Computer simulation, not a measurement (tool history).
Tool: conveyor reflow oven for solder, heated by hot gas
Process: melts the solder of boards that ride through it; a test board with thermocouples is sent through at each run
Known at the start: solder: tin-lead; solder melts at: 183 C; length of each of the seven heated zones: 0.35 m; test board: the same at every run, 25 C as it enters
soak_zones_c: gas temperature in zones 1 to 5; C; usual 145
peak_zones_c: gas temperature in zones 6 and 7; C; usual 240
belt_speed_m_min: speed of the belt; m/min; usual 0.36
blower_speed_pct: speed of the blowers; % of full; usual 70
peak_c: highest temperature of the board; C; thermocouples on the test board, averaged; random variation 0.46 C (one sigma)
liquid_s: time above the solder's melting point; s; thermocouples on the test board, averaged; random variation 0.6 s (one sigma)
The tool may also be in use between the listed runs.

{"run": 1, "hour": 0.0, "soak_zones_c": 145, "peak_zones_c": 240, "belt_speed_m_min": 0.36, "blower_speed_pct": 70, "peak_c": 221.7, "liquid_s": 95.6}
{"run": 2, "hour": 59.2, "soak_zones_c": 145, "peak_zones_c": 240, "belt_speed_m_min": 0.36, "blower_speed_pct": 70, "peak_c": 221, "liquid_s": 94.8}
{"run": 3, "hour": 156.2, "soak_zones_c": 145, "peak_zones_c": 240, "belt_speed_m_min": 0.36, "blower_speed_pct": 70, "peak_c": 219.3, "liquid_s": 95.2}
{"run": 4, "hour": 214.8, "soak_zones_c": 145, "peak_zones_c": 240, "belt_speed_m_min": 0.36, "blower_speed_pct": 68, "peak_c": 220.2, "liquid_s": 93.6}
{"run": 5, "hour": 301.5, "soak_zones_c": 145, "peak_zones_c": 240, "belt_speed_m_min": 0.36, "blower_speed_pct": 68, "peak_c": 219, "liquid_s": 91.7}
{"run": 6, "hour": 357.5, "soak_zones_c": 145, "peak_zones_c": 240, "belt_speed_m_min": 0.36, "blower_speed_pct": 68, "peak_c": 218.3, "liquid_s": 91.8}
{"hour": 376.7, "done": "flux residue cleaned out of gas plates and filters"}
{"run": 7, "hour": 429.3, "soak_zones_c": 145, "peak_zones_c": 240, "belt_speed_m_min": 0.36, "blower_speed_pct": 70, "peak_c": 223.2, "liquid_s": 99}
{"hour": 460.4, "done": "thermocouples of zones 6 and 7 changed"}
{"run": 8, "hour": 525.5, "soak_zones_c": 145, "peak_zones_c": 240, "belt_speed_m_min": 0.36, "blower_speed_pct": 70, "peak_c": 222.9, "liquid_s": 99}
{"run": 9, "hour": 602.2, "soak_zones_c": 145, "peak_zones_c": 240, "belt_speed_m_min": 0.36, "blower_speed_pct": 70, "peak_c": 222.9, "liquid_s": 97.4}
{"run": 10, "hour": 664.7, "soak_zones_c": 145, "peak_zones_c": 240, "belt_speed_m_min": 0.36, "blower_speed_pct": 70, "peak_c": 223, "liquid_s": 97.1}
{"run": 11, "hour": 748.0, "soak_zones_c": 145, "peak_zones_c": 240, "belt_speed_m_min": 0.36, "blower_speed_pct": 70, "peak_c": 220.9, "liquid_s": 95.8}
{"run": 12, "hour": 803.9, "soak_zones_c": 145, "peak_zones_c": 240, "belt_speed_m_min": 0.356, "blower_speed_pct": 70, "peak_c": 222.5, "liquid_s": 97.3}
{"run": 13, "hour": 851.7, "soak_zones_c": 154, "peak_zones_c": 240, "belt_speed_m_min": 0.36, "blower_speed_pct": 70, "peak_c": 222.1, "liquid_s": 102.7}
{"run": 14, "hour": 933.8, "soak_zones_c": 154, "peak_zones_c": 240, "belt_speed_m_min": 0.36, "blower_speed_pct": 70, "peak_c": 221.2, "liquid_s": 101.7}
{"run": 15, "hour": 1017.8, "soak_zones_c": 148, "peak_zones_c": 240, "belt_speed_m_min": 0.36, "blower_speed_pct": 70, "peak_c": 220.3, "liquid_s": 96.5}
{"run": 16, "hour": 1065.4, "soak_zones_c": 131, "peak_zones_c": 251, "belt_speed_m_min": 0.386, "blower_speed_pct": 63, "peak_c": 220.1, "liquid_s": 80.9}
{"hour": 1093.1, "done": "flux residue cleaned out of gas plates and filters"}
{"run": 17, "hour": 1147.4, "soak_zones_c": 131, "peak_zones_c": 251, "belt_speed_m_min": 0.386, "blower_speed_pct": 63, "peak_c": 227.1, "liquid_s": 87.3}
{"run": 18, "hour": 1208.1, "soak_zones_c": 131, "peak_zones_c": 251, "belt_speed_m_min": 0.386, "blower_speed_pct": 63, "peak_c": 227.2, "liquid_s": 88.3}
{"run": 19, "hour": 1268.6, "soak_zones_c": 131, "peak_zones_c": 251, "belt_speed_m_min": 0.386, "blower_speed_pct": 63, "peak_c": 225.7, "liquid_s": 87.6}
{"run": 20, "hour": 1352.3, "soak_zones_c": 145, "peak_zones_c": 254, "belt_speed_m_min": 0.367, "blower_speed_pct": 78, "peak_c": 235.5, "liquid_s": 108.2}
{"run": 21, "hour": 1434.5, "soak_zones_c": 145, "peak_zones_c": 254, "belt_speed_m_min": 0.367, "blower_speed_pct": 78, "peak_c": 234, "liquid_s": 108.2}
{"run": 22, "hour": 1479.2, "soak_zones_c": 145, "peak_zones_c": 247, "belt_speed_m_min": 0.367, "blower_speed_pct": 78, "peak_c": 227.7, "liquid_s": 103.5}
{"run": 23, "hour": 1565.1, "soak_zones_c": 145, "peak_zones_c": 240, "belt_speed_m_min": 0.36, "blower_speed_pct": 72, "peak_c": 221.2, "liquid_s": 97.6}
{"hour": 1590.8, "done": "thermocouples of zones 6 and 7 changed"}
{"run": 24, "hour": 1609.6, "soak_zones_c": 145, "peak_zones_c": 231, "belt_speed_m_min": 0.36, "blower_speed_pct": 72, "peak_c": 215.9, "liquid_s": 91.4}
{"run": 25, "hour": 1710.9, "soak_zones_c": 143, "peak_zones_c": 240, "belt_speed_m_min": 0.36, "blower_speed_pct": 70, "peak_c": 221.3, "liquid_s": 97}
{"run": 26, "hour": 1758.1, "soak_zones_c": 145, "peak_zones_c": 240, "belt_speed_m_min": 0.36, "blower_speed_pct": 80, "peak_c": 222.5, "liquid_s": 99.6}
{"hour": 1807.8, "done": "flux residue cleaned out of gas plates and filters"}
{"run": 27, "hour": 1855.3, "soak_zones_c": 145, "peak_zones_c": 242, "belt_speed_m_min": 0.354, "blower_speed_pct": 65, "peak_c": 227.1, "liquid_s": 106.7}
{"run": 28, "hour": 1948.8, "soak_zones_c": 145, "peak_zones_c": 242, "belt_speed_m_min": 0.354, "blower_speed_pct": 65, "peak_c": 226, "liquid_s": 106.1}
{"run": 29, "hour": 2041.8, "soak_zones_c": 145, "peak_zones_c": 242, "belt_speed_m_min": 0.354, "blower_speed_pct": 65, "peak_c": 225.7, "liquid_s": 106.4}

Forecast each of these 5 alternatives for the next run:
{"hour": 2074.5, "done": "belt drive overhauled, speed set with a stopwatch"}
{"run": "A", "hour": 2139.4, "soak_zones_c": 145, "peak_zones_c": 240, "belt_speed_m_min": 0.36, "blower_speed_pct": 83, "peak_c": "?", "liquid_s": "?"}
{"hour": 2074.5, "done": "belt drive overhauled, speed set with a stopwatch"}
{"run": "B", "hour": 2139.4, "soak_zones_c": 145, "peak_zones_c": 241, "belt_speed_m_min": 0.354, "blower_speed_pct": 65, "peak_c": "?", "liquid_s": "?"}
{"hour": 2074.5, "done": "belt drive overhauled, speed set with a stopwatch"}
{"run": "C", "hour": 2139.4, "soak_zones_c": 157, "peak_zones_c": 243, "belt_speed_m_min": 0.403, "blower_speed_pct": 70, "peak_c": "?", "liquid_s": "?"}
{"hour": 2074.5, "done": "belt drive overhauled, speed set with a stopwatch"}
{"run": "D", "hour": 2139.4, "soak_zones_c": 145, "peak_zones_c": 239, "belt_speed_m_min": 0.386, "blower_speed_pct": 52, "peak_c": "?", "liquid_s": "?"}
{"hour": 2074.5, "done": "belt drive overhauled, speed set with a stopwatch"}
{"run": "E", "hour": 2139.4, "soak_zones_c": 146, "peak_zones_c": 250, "belt_speed_m_min": 0.36, "blower_speed_pct": 84, "peak_c": "?", "liquid_s": "?"}

run=A peak_c=225.8 liquid_s=98.8
run=B peak_c=222.9 liquid_s=100.6
run=C peak_c=223.7 liquid_s=92.9
run=D peak_c=215.4 liquid_s=81.8
run=E peak_c=232.9 liquid_s=107.1
Without the tool's hidden state the same runs would have given:
run=A peak_c=228 liquid_s=101.1
run=B peak_c=225 liquid_s=103
run=C peak_c=226.1 liquid_s=94.9
run=D peak_c=217.6 liquid_s=85
run=E peak_c=235.4 liquid_s=108.7
